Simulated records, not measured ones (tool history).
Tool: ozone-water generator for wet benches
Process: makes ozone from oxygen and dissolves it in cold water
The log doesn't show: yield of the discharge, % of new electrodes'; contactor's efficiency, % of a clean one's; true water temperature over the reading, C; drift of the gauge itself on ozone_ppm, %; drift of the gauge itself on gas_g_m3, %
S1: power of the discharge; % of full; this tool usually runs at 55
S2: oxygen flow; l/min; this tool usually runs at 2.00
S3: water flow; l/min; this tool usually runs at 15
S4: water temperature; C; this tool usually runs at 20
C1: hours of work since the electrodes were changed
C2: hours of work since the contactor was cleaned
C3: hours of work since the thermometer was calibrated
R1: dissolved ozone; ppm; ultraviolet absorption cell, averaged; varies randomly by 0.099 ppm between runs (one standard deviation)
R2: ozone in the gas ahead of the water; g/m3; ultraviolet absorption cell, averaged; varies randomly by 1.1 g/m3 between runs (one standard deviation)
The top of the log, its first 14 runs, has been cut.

run	hour	S1	S2	S3	S4	C1	C2	C3	R1	R2
15	526.6	55	2.00	15	26	929	6319	39	12.48	211.0
16	555.0	41	2.00	15	26	950	6340	60	10.02	169.0
17	613.7	41	1.44	15	19	993	6383	103	10.42	206.2
18	677.5	81	2.00	15	20	1040	6430	150	17.96	283.2
19	704.5	55	1.14	19	24	1060	6450	170	9.55	302.0
20	757.2	55	2.00	21	13	1099	6489	208	10.09	209.5
21	797.1	55	2.00	13	13	1128	6518	238	16.42	211.3
22	840.8	48	1.23	13	13	1160	6550	270	13.95	258.0
23	878.0	48	1.73	13	22	1188	6578	297	13.29	206.9
24	938.1	55	2.00	15	16	1232	6622	341	13.71	208.6
25	971.7	55	2.00	15	16	1256	6647	366	13.80	209.1
26	1022.7	49	2.00	14	16	1294	6684	403	13.56	192.5

Run 27 comes next. What will it give?
27	1073.4	41	1.81	15	21	1331	6721	441	?	?

Run 27 produced R1 10.64 ppm, R2 178.9 g/m3.
Without the tool's hidden state the same run would have given R1 11.32 ppm, R2 180.1 g/m3.
